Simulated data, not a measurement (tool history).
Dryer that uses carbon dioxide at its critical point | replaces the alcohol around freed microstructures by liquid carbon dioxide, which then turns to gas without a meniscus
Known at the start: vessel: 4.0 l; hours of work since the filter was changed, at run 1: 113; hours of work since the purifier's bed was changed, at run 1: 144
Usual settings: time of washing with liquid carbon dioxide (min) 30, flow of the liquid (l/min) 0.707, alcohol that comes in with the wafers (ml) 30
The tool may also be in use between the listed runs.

run   hour  time of washing with liquid carbon dioxide (min)  flow of the liquid (l/min)  alcohol that comes in with the wafers (ml)  hours of work since the filter was changed  hours of work since the purifier's bed was changed  alcohol left in the vessel before it's heated (ppm by volume)
  1    0.0                                                30                       0.707                                          30                                         113                                                 144                                                            142
  2   14.5                                                30                       0.707                                          30                                         123                                                 154                                                            154
  3   21.0                                                36                       0.707                                          30                                         127                                                 158                                                             72
  4   31.9                                                36                       0.707                                          30                                         135                                                 166                                                             82
  5   39.7                                                36                       0.707                                          30                                         140                                                 171                                                             85
  6   50.6                                                30                       0.707                                          30                                         148                                                 179                                                            150
  7   60.5                                                30                       0.707                                          30                                         155                                                 185                                                            159
  8   67.4                                                30                       0.707                                          30                                         159                                                 190                                                            159
  9   77.3                                                30                       0.707                                          30                                         166                                                 197                                                            158
 10   93.0                                                25                       0.707                                          30                                         177                                                 208                                                            311
 11  100.9                                                30                       0.707                                          30                                         182                                                 213                                                            169
 12  113.5                                                30                       0.707                                          30                                         191                                                 222                                                            157
 13  122.7                                                30                       0.707                                          30                                         197                                                 228                                                            173
 14  131.5                                                30                       0.707                                          30                                         203                                                 234                                                            179
 15  145.2                                                30                       0.707                                          30                                         213                                                 244                                                            182
 16  160.7                                                30                       0.707                                          58                                         223                                                 254                                                            335
 17  167.5                                                30                       0.707                                          58                                         228                                                 259                                                            335
 18  178.6                                                30                       0.707                                          58                                         236                                                 266                                                            332
 19  190.8                                                30                       0.707                                          58                                         244                                                 275                                                            346
 20  198.0                                                30                       0.707                                          30                                         249                                                 280                                                            191
 21  214.1                                                30                       0.707                                          30                                         260                                                 291                                                            201
 22  228.9                                                30                       0.707                                          29                                         270                                                 301                                                            195
 23  242.6                                                30                       0.707                                          29                                         279                                                 310                                                            212
 24  255.3                                                30                       0.707                                          30                                         288                                                 319                                                            211
 25  271.1                                                30                       0.707                                          30                                         299                                                 330                                                            214
 26  286.9                                                30                       0.433                                          51                                         310                                                 341                                                           1399
 27  299.5                                                30                       0.433                                          51                                         319                                                 349                                                           1385
 28  314.1                                                30                       0.707                                         108                                         329                                                 359                                                            759
 29  325.3                                                19                       0.707                                         108                                         336                                                 367                                                           2805
 30  336.0                                                19                       0.707                                         108                                         344                                                 375                                                           2772
 31  348.7                                                30                       0.527                                          36                                         352                                                 383                                                            673
 32  358.8                                                39                       0.529                                          30                                         359                                                 390                                                            282
 33  370.4                                                39                       0.529                                          30                                         367                                                 398                                                            268
     378.7  -- inlet filter changed
 34  380.3                                                25                       1.010                                          23                                           1                                                 404                                                             64
 35  391.7                                                42                       0.427                                          97                                           9                                                 412                                                            702
 36  399.2                                                42                       0.427                                          97                                          14                                                 417                                                            739
 37  406.0                                                19                       0.885                                          97                                          19                                                 422                                                            873
 38  416.1                                                30                       0.699                                          30                                          26                                                 429                                                            147
 39  429.9                                                45                       0.549                                         119                                          35                                                 438                                                            266
 40  437.4                                                45                       0.549                                         119                                          40                                                 443                                                            277
 41  443.9                                                45                       0.549                                         119                                          45                                                 448                                                            273
 42  450.8                                                30                       1.021                                          41                                          50                                                 453                                                             65
 43  462.7                                                30                       1.021                                          41                                          58                                                 461                                                             53
 44  470.6                                                30                       0.598                                          58                                          63                                                 466                                                            477
 45  481.7                                                30                       0.598                                          58                                          71                                                 474                                                            486
 46  490.9                                                30                       0.598                                          58                                          77                                                 480                                                            499
 47  504.6                                                34                       0.557                                          58                                          86                                                 490                                                            422
 48  517.7                                                30                       1.151                                         101                                          95                                                 499                                                             64

Forecast each of these 3 alternatives for the next run:
  A  527.2                                                27                       1.151                                          39                                         102                                                 505                                                              ?
  B  527.2                                                30                       0.971                                         101                                         102                                                 505                                                              ?
  C  527.2                                                34                       0.605                                         101                                         102                                                 505                                                              ?

run  alcohol left in the vessel before it's heated (ppm by volume)
  A                                                             69
  B                                                            127
  C                                                            533
Without the tool's hidden state the same runs would have given:
run  alcohol left in the vessel before it's heated (ppm by volume)
  A                                                             28
  B                                                             67
  C                                                            398
